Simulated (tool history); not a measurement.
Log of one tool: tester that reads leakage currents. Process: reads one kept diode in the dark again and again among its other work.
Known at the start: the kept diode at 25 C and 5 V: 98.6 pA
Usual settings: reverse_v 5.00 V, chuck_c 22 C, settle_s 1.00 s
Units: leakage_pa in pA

| run | hour | reverse_v | chuck_c | settle_s | leakage_pa |
|---|---|---|---|---|---|
| 1 | 0.0 | 5.00 | 22 | 1.00 | 85.99 |
| 2 | 187.0 | 5.00 | 22 | 0.93 | 86.31 |
| 3 | 265.8 | 5.00 | 50 | 0.93 | 615.10 |
| 4 | 435.2 | 5.00 | 50 | 0.93 | 615.40 |
| 5 | 616.6 | 5.00 | 50 | 0.93 | 616.04 |
|  | 757.3 | chuck's temperature calibrated |
| 6 | 784.6 | 5.00 | 50 | 0.93 | 585.71 |
| 7 | 946.0 | 5.00 | 50 | 0.93 | 586.38 |
| 8 | 1087.2 | 5.00 | 50 | 0.93 | 589.23 |
| 9 | 1174.3 | 5.00 | 50 | 0.93 | 587.68 |
| 10 | 1355.5 | 5.00 | 50 | 0.93 | 587.70 |
| 11 | 1546.1 | 5.00 | 50 | 0.93 | 592.65 |
| 12 | 1697.8 | 5.00 | 50 | 0.93 | 593.35 |
| 13 | 1813.0 | 5.00 | 22 | 1.00 | 84.14 |
| 14 | 1981.5 | 5.00 | 22 | 1.00 | 84.74 |
| 15 | 2125.5 | 5.00 | 22 | 1.00 | 84.62 |
|  | 2230.6 | probe card cleaned and baked |
| 16 | 2307.9 | 5.00 | 22 | 1.00 | 81.69 |
| 17 | 2470.7 | 5.00 | 21 | 1.00 | 75.94 |
| 18 | 2634.5 | 5.00 | 21 | 1.00 | 76.08 |
| 19 | 2806.6 | 5.00 | 21 | 1.00 | 76.76 |
|  | 2919.0 | tester calibrated |
| 20 | 2942.3 | 12.06 | 22 | 1.00 | 113.35 |
| 21 | 3113.3 | 18.49 | 55 | 1.00 | 1254.04 |
| 22 | 3256.9 | 4.64 | 47 | 0.84 | 486.43 |
| 23 | 3374.8 | 5.00 | 40 | 1.00 | 309.98 |
| 24 | 3532.6 | 2.21 | 29 | 1.00 | 109.36 |
| 25 | 3680.4 | 2.51 | 35 | 5.20 | 175.09 |
| 26 | 3814.4 | 18.28 | 25 | 1.00 | 167.97 |
| 27 | 3990.5 | 18.28 | 25 | 1.00 | 168.84 |
| 28 | 4068.2 | 2.14 | 25 | 0.61 | 81.37 |
| 29 | 4189.6 | 2.14 | 25 | 0.61 | 81.70 |
| 30 | 4273.3 | 17.25 | 23 | 0.38 | 156.06 |
| 31 | 4379.9 | 5.76 | 28 | 1.37 | 140.97 |
| 32 | 4558.8 | 3.95 | 44 | 1.37 | 384.18 |
| 33 | 4738.8 | 7.82 | 21 | 1.37 | 94.54 |
| 34 | 4913.3 | 4.80 | 31 | 0.68 | 167.46 |
| 35 | 4993.0 | 4.45 | 44 | 6.89 | 400.18 |
| 36 | 5109.3 | 2.73 | 29 | 0.58 | 120.99 |
| 37 | 5243.8 | 2.27 | 43 | 1.00 | 302.67 |
| 38 | 5412.6 | 2.59 | 21 | 4.02 | 64.81 |
|  | 5537.7 | chuck's temperature calibrated |
| 39 | 5565.3 | 2.72 | 22 | 1.59 | 67.09 |

Forecast each of these 5 alternatives for the next run:
| A | 5735.6 | 18.24 | 22 | 0.71 | ? |
| B | 5735.6 | 1.06 | 26 | 1.05 | ? |
| C | 5735.6 | 8.38 | 22 | 3.53 | ? |
| D | 5735.6 | 2.72 | 22 | 0.40 | ? |
| E | 5735.6 | 3.14 | 30 | 2.75 | ? |

| run | leakage_pa |
|---|---|
| A | 140.72 |
| B | 66.91 |
| C | 98.99 |
| D | 69.38 |
| E | 127.53 |
Without the tool's hidden state the same runs would have given:
| run | leakage_pa |
|---|---|
| A | 127.32 |
| B | 65.95 |
| C | 92.69 |
| D | 67.23 |
| E | 124.92 |

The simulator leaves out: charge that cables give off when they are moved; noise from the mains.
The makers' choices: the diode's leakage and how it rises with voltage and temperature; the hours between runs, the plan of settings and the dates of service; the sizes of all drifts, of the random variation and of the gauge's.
